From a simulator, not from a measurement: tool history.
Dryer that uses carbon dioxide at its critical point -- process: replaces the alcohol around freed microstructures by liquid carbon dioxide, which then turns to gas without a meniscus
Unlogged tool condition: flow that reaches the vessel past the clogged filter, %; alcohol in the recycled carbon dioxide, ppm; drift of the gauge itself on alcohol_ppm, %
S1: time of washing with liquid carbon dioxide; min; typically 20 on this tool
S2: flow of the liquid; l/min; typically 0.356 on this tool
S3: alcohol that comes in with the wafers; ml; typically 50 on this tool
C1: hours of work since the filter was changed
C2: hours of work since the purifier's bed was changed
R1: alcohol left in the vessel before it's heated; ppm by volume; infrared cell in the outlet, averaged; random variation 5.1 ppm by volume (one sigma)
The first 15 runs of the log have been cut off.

run	hour	S1	S2	S3	C1	C2	R1
16	307.3	23	0.356	50	164	367	35
17	327.3	20	0.392	50	172	375	63
18	345.9	20	0.392	50	179	382	68
19	369.0	12	0.392	38	188	391	478
20	385.9	12	0.392	38	195	397	482
21	412.4	12	0.392	38	205	408	497
22	438.7	20	0.255	50	215	418	504
23	459.9	20	0.356	115	223	426	181
24	476.2	20	0.255	89	230	432	891
25	501.7	20	0.255	89	240	442	889
26	519.8	15	0.311	38	247	449	541
27	537.9	22	0.290	25	254	456	101
28	559.1	31	0.378	28	262	464	25
29	575.8	31	0.378	28	268	471	38
30	594.5	15	0.356	50	275	478	414
31	618.9	20	0.398	24	285	487	61

Each row is a separate what-if for the run after 31, all from the same tool condition, not one after another. Results?
A	643.2	23	0.356	79	294	497	?
B	643.2	20	0.323	25	294	497	?
C	643.2	20	0.356	79	294	497	?
D	643.2	27	0.398	91	294	497	?
E	643.2	20	0.297	24	294	497	?

run	R1
A	76
B	97
C	139
D	40
E	142
The same runs, with their run-to-run variation unchanged, on a tool lacking any hidden condition would have given:
run	R1
A	30
B	43
C	60
D	11
E	75
